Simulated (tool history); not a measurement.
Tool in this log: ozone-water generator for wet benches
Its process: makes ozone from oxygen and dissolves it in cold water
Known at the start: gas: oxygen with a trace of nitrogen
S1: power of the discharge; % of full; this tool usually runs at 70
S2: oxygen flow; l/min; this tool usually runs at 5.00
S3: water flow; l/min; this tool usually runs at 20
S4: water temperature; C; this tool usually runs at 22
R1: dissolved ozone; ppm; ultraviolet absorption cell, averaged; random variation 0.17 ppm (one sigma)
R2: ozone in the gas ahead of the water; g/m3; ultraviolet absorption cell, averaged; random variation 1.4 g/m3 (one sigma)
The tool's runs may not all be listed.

run    hour  S1    S2  S3  S4    R1     R2
  1     0.0  70  5.00  20  22  21.5  265.2
  2    47.3  70  5.00  20  22  21.3  265.6
  3    80.4  70  5.00  20  22  21.4  263.6
  4   146.2  70  5.00  20  22  21.6  267.0
  5   215.3  70  5.00  20  22  21.6  267.0
  6   277.0  70  5.00  20  22  21.5  266.4
  7   324.8  70  5.00  20  22  21.2  265.1
  8   390.2  70  5.00  20  22  21.3  265.9
  9   432.4  70  5.00  20  22  21.5  264.3
 10   494.6  70  5.74  20  22  20.9  243.6
 11   556.5  70  5.74  20  22  21.1  242.1
 12   624.3  70  5.74  20  22  21.1  243.3
 13   662.1  70  5.74  20  22  21.3  245.3
 14   692.9  70  5.74  20  22  21.2  241.1
 15   758.8  70  5.00  20  22  21.3  263.1
 16   790.4  70  5.00  20  22  21.4  263.3
 17   828.2  70  2.90  28  28  14.6  372.8
 18   858.5  70  2.90  28  28  14.6  369.0
 19   913.4  70  2.90  28  28  14.7  369.5
 20   950.1  70  8.90  27  22  15.5  184.6
 21  1023.5  70  6.29  20  18  22.1  227.9
 22  1075.8  74  2.74  13  28  30.1  398.2
 23  1143.7  72  2.74  13  19  33.8  390.4
 24  1217.0  50  5.00  27  18  13.1  199.4
 25  1281.5  41  5.00  15  24  16.4  171.0
 26  1338.7  70  5.00  13  21  29.8  262.6
 27  1404.4  61  4.24  13  29  23.4  259.5
 28  1437.3  70  2.77  16  22  26.2  382.1
 29  1509.7  70  7.30  20  25  19.0  205.2
 30  1560.8  94  7.30  20  25  23.9  262.6
 31  1598.9  48  5.00  20  20  15.8  193.6
 32  1642.5  70  5.00  14  21  28.1  263.9

What if the next run were any one of these 4? Each begins from the tool's condition after run 32:
  A  1685.7   70  5.00  15  21   ?   ?
  B  1685.7  100  5.00  18  27   ?   ?
  C  1685.7   70  7.45  15  22   ?   ?
  D  1685.7   70  5.00  20  22   ?   ?

run    R1     R2
  A  26.7  264.7
  B  28.0  348.4
  C  24.3  205.1
  D  21.1  258.3
Without the tool's unlogged condition, the same runs would have read:
run    R1     R2
  A  28.1  273.9
  B  29.8  364.4
  C  25.5  212.3
  D  22.2  267.4
